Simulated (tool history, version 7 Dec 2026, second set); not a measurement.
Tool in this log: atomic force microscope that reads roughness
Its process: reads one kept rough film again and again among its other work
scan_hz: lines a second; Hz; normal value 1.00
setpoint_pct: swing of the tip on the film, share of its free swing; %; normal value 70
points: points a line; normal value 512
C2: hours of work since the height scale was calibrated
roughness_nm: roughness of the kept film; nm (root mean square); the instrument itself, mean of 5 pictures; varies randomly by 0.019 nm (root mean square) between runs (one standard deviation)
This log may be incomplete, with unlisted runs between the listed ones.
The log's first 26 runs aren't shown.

-- hour=1285.3 new tip fitted
run 27 hour=1309.5 | scan_hz=2.80 setpoint_pct=80 points=291 | pictures_with_this_tip=25 C2=106 | roughness_nm=4.060
run 28 hour=1359.3 | scan_hz=3.84 setpoint_pct=82 points=434 | pictures_with_this_tip=75 C2=130 | roughness_nm=3.730
run 29 hour=1392.1 | scan_hz=1.33 setpoint_pct=65 points=1008 | pictures_with_this_tip=108 C2=145 | roughness_nm=4.648
-- hour=1418.7 new tip fitted
run 30 hour=1422.5 | scan_hz=1.43 setpoint_pct=66 points=515 | pictures_with_this_tip=4 C2=159 | roughness_nm=4.680
run 31 hour=1478.7 | scan_hz=2.79 setpoint_pct=66 points=285 | pictures_with_this_tip=61 C2=185 | roughness_nm=4.435
run 32 hour=1509.6 | scan_hz=1.45 setpoint_pct=69 points=418 | pictures_with_this_tip=92 C2=199 | roughness_nm=4.577
-- hour=1549.9 new tip fitted
run 33 hour=1571.3 | scan_hz=0.97 setpoint_pct=70 points=512 | pictures_with_this_tip=22 C2=227 | roughness_nm=4.666
run 34 hour=1620.7 | scan_hz=1.03 setpoint_pct=70 points=989 | pictures_with_this_tip=71 C2=250 | roughness_nm=4.625
run 35 hour=1667.5 | scan_hz=1.03 setpoint_pct=70 points=989 | pictures_with_this_tip=119 C2=272 | roughness_nm=4.646
-- hour=1682.8 new tip fitted
run 36 hour=1700.6 | scan_hz=2.84 setpoint_pct=77 points=512 | pictures_with_this_tip=18 C2=287 | roughness_nm=4.167
run 37 hour=1735.9 | scan_hz=2.84 setpoint_pct=77 points=512 | pictures_with_this_tip=53 C2=304 | roughness_nm=4.144
run 38 hour=1789.9 | scan_hz=3.69 setpoint_pct=64 points=461 | pictures_with_this_tip=108 C2=329 | roughness_nm=4.410
-- hour=1813.3 new tip fitted
run 39 hour=1823.3 | scan_hz=3.69 setpoint_pct=80 points=461 | pictures_with_this_tip=10 C2=344 | roughness_nm=3.886
run 40 hour=1862.4 | scan_hz=1.23 setpoint_pct=64 points=461 | pictures_with_this_tip=49 C2=362 | roughness_nm=4.710
run 41 hour=1903.9 | scan_hz=1.00 setpoint_pct=70 points=1017 | pictures_with_this_tip=91 C2=381 | roughness_nm=4.656
run 42 hour=1942.8 | scan_hz=1.73 setpoint_pct=77 points=512 | pictures_with_this_tip=130 C2=399 | roughness_nm=4.399
-- hour=1947.3 new tip fitted
run 43 hour=1989.9 | scan_hz=2.09 setpoint_pct=70 points=510 | pictures_with_this_tip=43 C2=421 | roughness_nm=4.460
run 44 hour=2038.6 | scan_hz=2.12 setpoint_pct=63 points=604 | pictures_with_this_tip=92 C2=444 | roughness_nm=4.569
-- hour=2078.3 new tip fitted
run 45 hour=2100.1 | scan_hz=1.95 setpoint_pct=70 points=278 | pictures_with_this_tip=22 C2=472 | roughness_nm=4.506
run 46 hour=2141.4 | scan_hz=1.95 setpoint_pct=70 points=278 | pictures_with_this_tip=64 C2=491 | roughness_nm=4.500
run 47 hour=2204.3 | scan_hz=0.81 setpoint_pct=89 points=274 | pictures_with_this_tip=127 C2=520 | roughness_nm=4.436
-- hour=2209.1 new tip fitted
run 48 hour=2256.9 | scan_hz=0.81 setpoint_pct=89 points=274 | pictures_with_this_tip=49 C2=544 | roughness_nm=4.488
run 49 hour=2320.6 | scan_hz=0.90 setpoint_pct=70 points=758 | pictures_with_this_tip=113 C2=574 | roughness_nm=4.640
-- hour=2341.4 new tip fitted
run 50 hour=2348.2 | scan_hz=1.93 setpoint_pct=62 points=512 | pictures_with_this_tip=7 C2=587 | roughness_nm=4.637
run 51 hour=2375.3 | scan_hz=1.93 setpoint_pct=62 points=512 | pictures_with_this_tip=34 C2=599 | roughness_nm=4.608

Consider 4 possible next runs. They are alternatives, not a sequence: every one starts from the tool as it was left by run 51. What does each give?
run A hour=2423.5 | scan_hz=2.69 setpoint_pct=81 points=478 | pictures_with_this_tip=83 C2=621 | roughness_nm=?
run B hour=2423.5 | scan_hz=1.00 setpoint_pct=70 points=369 | pictures_with_this_tip=83 C2=621 | roughness_nm=?
run C hour=2423.5 | scan_hz=2.43 setpoint_pct=56 points=469 | pictures_with_this_tip=83 C2=621 | roughness_nm=?
run D hour=2423.5 | scan_hz=1.00 setpoint_pct=77 points=555 | pictures_with_this_tip=83 C2=621 | roughness_nm=?

run=A roughness_nm=4.036
run=B roughness_nm=4.706
run=C roughness_nm=4.675
run=D roughness_nm=4.561
Take away the tool's hidden state, keep each run's random variation, and the runs would have read:
run=A roughness_nm=4.045
run=B roughness_nm=4.716
run=C roughness_nm=4.686
run=D roughness_nm=4.571
